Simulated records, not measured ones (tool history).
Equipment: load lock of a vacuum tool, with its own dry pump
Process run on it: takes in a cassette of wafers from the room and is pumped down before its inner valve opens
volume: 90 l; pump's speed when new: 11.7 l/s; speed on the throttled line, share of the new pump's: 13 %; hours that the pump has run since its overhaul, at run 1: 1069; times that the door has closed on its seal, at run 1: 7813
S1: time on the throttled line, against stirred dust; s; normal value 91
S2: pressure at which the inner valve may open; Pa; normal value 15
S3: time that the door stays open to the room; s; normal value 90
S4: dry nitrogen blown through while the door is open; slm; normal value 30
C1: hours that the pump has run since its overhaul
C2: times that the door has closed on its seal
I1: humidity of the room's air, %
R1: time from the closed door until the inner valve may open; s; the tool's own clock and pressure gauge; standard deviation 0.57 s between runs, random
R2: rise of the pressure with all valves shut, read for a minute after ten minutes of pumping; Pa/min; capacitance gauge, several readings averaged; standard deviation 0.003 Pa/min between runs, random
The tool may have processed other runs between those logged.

run    hour   S1  S2   S3  S4    C1     C2    I1     R1     R2
  1     0.0   91  15   90  30  1069   7813  44.2  148.6  0.113
  2    62.6   91  15   90  30  1132   8060  48.1  148.8  0.117
  3   182.7   91  15   90  30  1252   8534  44.1  147.8  0.125
  4   250.7   91  15   90  30  1320   8803  44.7  150.6  0.126
  5   315.5   91  15   90  30  1385   9059  45.8  148.5  0.132
  6   422.5   91  15   90  30  1492   9481  43.8  149.6  0.141
  7   509.6   91  15   90  30  1579   9825  42.3  148.5  0.148
  8   601.8   91  15   90  30  1671  10189  47.3  149.5  0.153
  9   707.7   91  15   90  30  1777  10607  43.3  149.9  0.161
 10   770.0   91  15   90  30  1839  10853  49.8  148.9  0.163
 11   888.0  172  15   90  30  1957  11319  43.4  219.7  0.184
 12  1002.4  172  15   90   8  2072  11771  43.1  218.4  0.200
 13  1111.4   91  15   90  30  2181  12201  45.3  150.0  0.202
 14  1216.5   91  15   90  30  2286  12616  46.8  149.2  0.206
 15  1331.3   91  15  154  30  2401  13070  47.1  150.6  0.226
 16  1401.4   91  15  154  30  2471  13346  42.6  149.9  0.227
 17  1526.4   91  15  154  30  2596  13840  45.5  150.2  0.246
 18  1599.9   91  15  154  30  2669  14130  45.1  151.5  0.251
 19  1694.3   91  15  154  30  2764  14503  44.9  150.6  0.259
 20  1807.9   91  15  154  30  2877  14952  46.2  150.3  0.262
 21  1870.0   91  15  154  30  2939  15197  50.2  150.4  0.267
 22  1931.3   91  15  154  30  3001  15439  47.5  150.1  0.277
 23  2060.2   91  14  154  33  3130  15947  41.6  150.9  0.288
 24  2140.8   91  14  154  33  3210  16266  48.1  152.0  0.302
 25  2227.6  174  15   90  33  3297  16608  48.3  222.7  0.304
 26  2360.5   91  15   90  11  3430  17133  42.5  152.2  0.321
 27  2416.1  107  29   90  30  3485  17353  46.0  160.3  0.326
 28  2511.9  133  25  217  34  3581  17731  42.2  182.3  0.339
 29  2596.5  133  25  217  34  3666  18065  44.7  182.8  0.350
 30  2659.0   91  14   59   5  3728  18312  46.2  152.3  0.367
 31  2787.8   91  15   80  30  3857  18820  45.1  150.8  0.366
 32  2873.4   96  15   80   9  3943  19159  42.6  156.9  0.387
 33  3003.4   64  11   90  30  4073  19672  46.8  132.0  0.394
 34  3061.1   52  15   90   5  4130  19900  42.9  118.9  0.413
 35  3116.7   56  15   90  30  4186  20119  42.1  122.2  0.403
 36  3209.1   91  15   34  25  4278  20484  44.6  152.2  0.421
 37  3272.1   91  15   27  25  4341  20733  48.0  152.8  0.425

Here are 4 independent what-if runs from the current tool condition. What would each one return?
  A  3330.3   91  21   90  36  4400  20963  46.8   ?   ?
  B  3330.3  143  15  145  12  4400  20963  42.2   ?   ?
  C  3330.3   91  15   67   6  4400  20963  47.2   ?   ?
  D  3330.3   91  15   47  25  4400  20963  48.3   ?   ?

run     R1     R2
  A  149.0  0.437
  B  196.7  0.452
  C  151.6  0.444
  D  152.6  0.439
Stripped of hidden state, with their random variation kept, the same runs would have yielded:
run     R1     R2
  A  144.4  0.016
  B  192.5  0.027
  C  146.8  0.024
  D  147.7  0.011
